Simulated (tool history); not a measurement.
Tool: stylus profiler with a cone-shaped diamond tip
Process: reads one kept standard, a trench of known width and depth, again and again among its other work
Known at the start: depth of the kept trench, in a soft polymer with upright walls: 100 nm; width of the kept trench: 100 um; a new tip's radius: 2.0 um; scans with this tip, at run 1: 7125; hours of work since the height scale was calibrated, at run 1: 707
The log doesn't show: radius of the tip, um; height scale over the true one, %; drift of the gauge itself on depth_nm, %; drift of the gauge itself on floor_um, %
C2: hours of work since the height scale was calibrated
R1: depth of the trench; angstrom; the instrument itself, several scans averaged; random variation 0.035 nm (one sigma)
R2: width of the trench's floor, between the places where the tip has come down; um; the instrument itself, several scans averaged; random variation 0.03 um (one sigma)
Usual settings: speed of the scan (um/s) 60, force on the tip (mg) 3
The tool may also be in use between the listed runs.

{"run": 1, "hour": 0.0, "speed of the scan (um/s)": 60, "force on the tip (mg)": 3, "scans with this tip": 7125, "C2": 707, "R1": 1008.4, "R2": 98.28}
{"run": 2, "hour": 23.5, "speed of the scan (um/s)": 60, "force on the tip (mg)": 3, "scans with this tip": 7303, "C2": 724, "R1": 1008.3, "R2": 98.26}
{"run": 3, "hour": 57.4, "speed of the scan (um/s)": 60, "force on the tip (mg)": 3, "scans with this tip": 7559, "C2": 750, "R1": 1008.4, "R2": 98.26}
{"run": 4, "hour": 93.6, "speed of the scan (um/s)": 19, "force on the tip (mg)": 3, "scans with this tip": 7832, "C2": 777, "R1": 1008, "R2": 98.46}
{"run": 5, "hour": 126.8, "speed of the scan (um/s)": 60, "force on the tip (mg)": 3, "scans with this tip": 8083, "C2": 802, "R1": 1008.5, "R2": 98.25}
{"run": 6, "hour": 159.5, "speed of the scan (um/s)": 60, "force on the tip (mg)": 3, "scans with this tip": 8331, "C2": 826, "R1": 1008.1, "R2": 98.27}
{"run": 7, "hour": 193.9, "speed of the scan (um/s)": 60, "force on the tip (mg)": 3, "scans with this tip": 8591, "C2": 852, "R1": 1007.4, "R2": 98.18}
{"run": 8, "hour": 226.7, "speed of the scan (um/s)": 60, "force on the tip (mg)": 1.86, "scans with this tip": 8840, "C2": 877, "R1": 1005.5, "R2": 98.19}
{"run": 9, "hour": 264.0, "speed of the scan (um/s)": 85, "force on the tip (mg)": 3, "scans with this tip": 9121, "C2": 905, "R1": 1008, "R2": 98.11}
{"run": 10, "hour": 299.5, "speed of the scan (um/s)": 85, "force on the tip (mg)": 3, "scans with this tip": 9390, "C2": 932, "R1": 1007.9, "R2": 98.12}
{"run": 11, "hour": 329.3, "speed of the scan (um/s)": 85, "force on the tip (mg)": 5.77, "scans with this tip": 9615, "C2": 954, "R1": 1013.5, "R2": 98.19}
{"run": 12, "hour": 350.3, "speed of the scan (um/s)": 85, "force on the tip (mg)": 6.81, "scans with this tip": 9774, "C2": 970, "R1": 1015.5, "R2": 98.21}
{"run": 13, "hour": 378.4, "speed of the scan (um/s)": 56, "force on the tip (mg)": 6.81, "scans with this tip": 9987, "C2": 991, "R1": 1015.3, "R2": 98.29}
{"run": 14, "hour": 404.0, "speed of the scan (um/s)": 56, "force on the tip (mg)": 6.81, "scans with this tip": 10180, "C2": 1010, "R1": 1015.3, "R2": 98.28}
{"run": 15, "hour": 432.6, "speed of the scan (um/s)": 56, "force on the tip (mg)": 6.81, "scans with this tip": 10397, "C2": 1031, "R1": 1015.4, "R2": 98.35}
{"run": 16, "hour": 453.9, "speed of the scan (um/s)": 60, "force on the tip (mg)": 4.64, "scans with this tip": 10558, "C2": 1047, "R1": 1011.3, "R2": 98.29}
{"hour": 456.3, "done": "height scale calibrated on a step standard"}
{"run": 17, "hour": 479.6, "speed of the scan (um/s)": 175, "force on the tip (mg)": 1.19, "scans with this tip": 10748, "C2": 18, "R1": 1002.3, "R2": 97.14}
{"run": 18, "hour": 520.0, "speed of the scan (um/s)": 229, "force on the tip (mg)": 3, "scans with this tip": 11054, "C2": 48, "R1": 1007.1, "R2": 97.42}
{"run": 19, "hour": 548.4, "speed of the scan (um/s)": 229, "force on the tip (mg)": 7.95, "scans with this tip": 11269, "C2": 69, "R1": 1016.4, "R2": 97.78}
{"run": 20, "hour": 585.7, "speed of the scan (um/s)": 229, "force on the tip (mg)": 7.95, "scans with this tip": 11551, "C2": 97, "R1": 1015.9, "R2": 97.78}
{"run": 21, "hour": 605.2, "speed of the scan (um/s)": 18, "force on the tip (mg)": 3, "scans with this tip": 11698, "C2": 112, "R1": 1006.7, "R2": 98.35}
{"hour": 609.7, "done": "height scale calibrated on a step standard, once more"}
{"run": 22, "hour": 642.3, "speed of the scan (um/s)": 18, "force on the tip (mg)": 3, "scans with this tip": 11975, "C2": 24, "R1": 1011, "R2": 98.4}
{"run": 23, "hour": 669.6, "speed of the scan (um/s)": 80, "force on the tip (mg)": 1.03, "scans with this tip": 12181, "C2": 45, "R1": 1005.1, "R2": 97.82}
{"run": 24, "hour": 698.8, "speed of the scan (um/s)": 25, "force on the tip (mg)": 4.33, "scans with this tip": 12402, "C2": 67, "R1": 1013.8, "R2": 98.32}
{"run": 25, "hour": 721.8, "speed of the scan (um/s)": 60, "force on the tip (mg)": 5.01, "scans with this tip": 12576, "C2": 84, "R1": 1014.7, "R2": 98.19}
{"run": 26, "hour": 748.8, "speed of the scan (um/s)": 60, "force on the tip (mg)": 5.01, "scans with this tip": 12780, "C2": 104, "R1": 1014.4, "R2": 98.21}
{"run": 27, "hour": 780.0, "speed of the scan (um/s)": 60, "force on the tip (mg)": 1.63, "scans with this tip": 13016, "C2": 128, "R1": 1006.4, "R2": 98.02}
{"run": 28, "hour": 822.7, "speed of the scan (um/s)": 18, "force on the tip (mg)": 1.25, "scans with this tip": 13339, "C2": 160, "R1": 1005.1, "R2": 98.26}
{"run": 29, "hour": 853.0, "speed of the scan (um/s)": 18, "force on the tip (mg)": 1.25, "scans with this tip": 13569, "C2": 183, "R1": 1005.3, "R2": 98.33}
{"run": 30, "hour": 876.5, "speed of the scan (um/s)": 18, "force on the tip (mg)": 1.25, "scans with this tip": 13746, "C2": 200, "R1": 1005.2, "R2": 98.25}
{"run": 31, "hour": 916.4, "speed of the scan (um/s)": 18, "force on the tip (mg)": 1.25, "scans with this tip": 14048, "C2": 230, "R1": 1005.2, "R2": 98.23}

Forecast each of these 4 alternatives for the next run:
{"run": "A", "hour": 942.6, "speed of the scan (um/s)": 60, "force on the tip (mg)": 1.25, "scans with this tip": 14246, "C2": 250, "R1": "?", "R2": "?"}
{"run": "B", "hour": 942.6, "speed of the scan (um/s)": 96, "force on the tip (mg)": 3, "scans with this tip": 14246, "C2": 250, "R1": "?", "R2": "?"}
{"run": "C", "hour": 942.6, "speed of the scan (um/s)": 187, "force on the tip (mg)": 2.45, "scans with this tip": 14246, "C2": 250, "R1": "?", "R2": "?"}
{"run": "D", "hour": 942.6, "speed of the scan (um/s)": 33, "force on the tip (mg)": 2.11, "scans with this tip": 14246, "C2": 250, "R1": "?", "R2": "?"}

run=A R1=1005.4 R2=98
run=B R1=1009.9 R2=97.9
run=C R1=1008.4 R2=97.43
run=D R1=1008.1 R2=98.26
Without the tool's hidden state the same runs would have given:
run=A R1=1006.3 R2=98.35
run=B R1=1010.7 R2=98.26
run=C R1=1009.3 R2=97.78
run=D R1=1008.9 R2=98.61
